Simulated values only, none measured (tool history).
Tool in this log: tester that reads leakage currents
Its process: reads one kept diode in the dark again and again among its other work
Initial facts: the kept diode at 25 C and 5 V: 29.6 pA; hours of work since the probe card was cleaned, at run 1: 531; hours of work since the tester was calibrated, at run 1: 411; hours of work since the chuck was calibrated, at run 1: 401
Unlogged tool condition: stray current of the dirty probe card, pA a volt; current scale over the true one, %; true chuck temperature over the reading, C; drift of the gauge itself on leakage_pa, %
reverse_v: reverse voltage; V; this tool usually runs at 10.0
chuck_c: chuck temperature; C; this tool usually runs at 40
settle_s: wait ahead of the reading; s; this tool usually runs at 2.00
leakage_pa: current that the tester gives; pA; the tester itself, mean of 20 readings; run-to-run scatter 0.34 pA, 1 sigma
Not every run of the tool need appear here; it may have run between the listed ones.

| run | hour | reverse_v | chuck_c | settle_s | hours of work since the probe card was cleaned | hours of work since the tester was calibrated | hours of work since the chuck was calibrated | leakage_pa |
|---|---|---|---|---|---|---|---|---|
| 1 | 0.0 | 10.0 | 40 | 2.00 | 531 | 411 | 401 | 114.16 |
| 2 | 28.4 | 10.0 | 40 | 2.00 | 551 | 430 | 420 | 114.55 |
| 3 | 45.9 | 10.0 | 40 | 4.75 | 562 | 442 | 432 | 114.01 |
| 4 | 77.0 | 10.0 | 23 | 4.75 | 584 | 463 | 453 | 36.72 |
| 5 | 99.9 | 10.0 | 40 | 2.00 | 599 | 479 | 468 | 114.63 |
| 6 | 128.3 | 10.0 | 40 | 7.98 | 618 | 498 | 488 | 113.86 |
| 7 | 154.2 | 10.5 | 40 | 2.00 | 636 | 516 | 505 | 117.27 |
| 8 | 179.5 | 1.7 | 40 | 2.00 | 653 | 533 | 522 | 52.14 |
| 9 | 194.7 | 2.8 | 56 | 0.80 | 663 | 543 | 533 | 176.10 |
|  | 198.3 | tester calibrated |
| 10 | 230.3 | 2.8 | 56 | 0.80 | 686 | 22 | 555 | 175.50 |
| 11 | 247.7 | 7.4 | 56 | 2.00 | 698 | 33 | 567 | 267.54 |
| 12 | 272.1 | 7.4 | 56 | 2.00 | 714 | 50 | 584 | 267.51 |
| 13 | 305.2 | 1.8 | 58 | 1.97 | 737 | 72 | 606 | 161.84 |
| 14 | 328.3 | 10.0 | 49 | 0.60 | 753 | 88 | 622 | 201.41 |
| 15 | 346.0 | 10.0 | 49 | 0.60 | 765 | 100 | 634 | 201.96 |
| 16 | 377.9 | 1.4 | 44 | 0.58 | 786 | 122 | 656 | 61.76 |

Branching from run 16: 5 alternative next runs. What would each branch give?
|  | 387.0 | tester calibrated, once more |
| A | 394.9 | 7.0 | 40 | 0.74 | 796 | 5 | 666 | ? |
|  | 387.0 | tester calibrated, once more |
| B | 394.9 | 2.2 | 30 | 2.00 | 796 | 5 | 666 | ? |
|  | 387.0 | tester calibrated, once more |
| C | 394.9 | 8.8 | 37 | 4.53 | 796 | 5 | 666 | ? |
|  | 387.0 | tester calibrated, once more |
| D | 394.9 | 3.3 | 21 | 0.58 | 796 | 5 | 666 | ? |
|  | 387.0 | tester calibrated, once more |
| E | 394.9 | 2.0 | 31 | 2.00 | 796 | 5 | 666 | ? |

| run | leakage_pa |
|---|---|
| A | 98.09 |
| B | 29.68 |
| C | 88.97 |
| D | 19.78 |
| E | 30.58 |
The same runs, with their run-to-run variation unchanged, on a tool lacking any hidden condition would have given:
| run | leakage_pa |
|---|---|
| A | 98.11 |
| B | 29.71 |
| C | 88.27 |
| D | 19.23 |
| E | 30.70 |
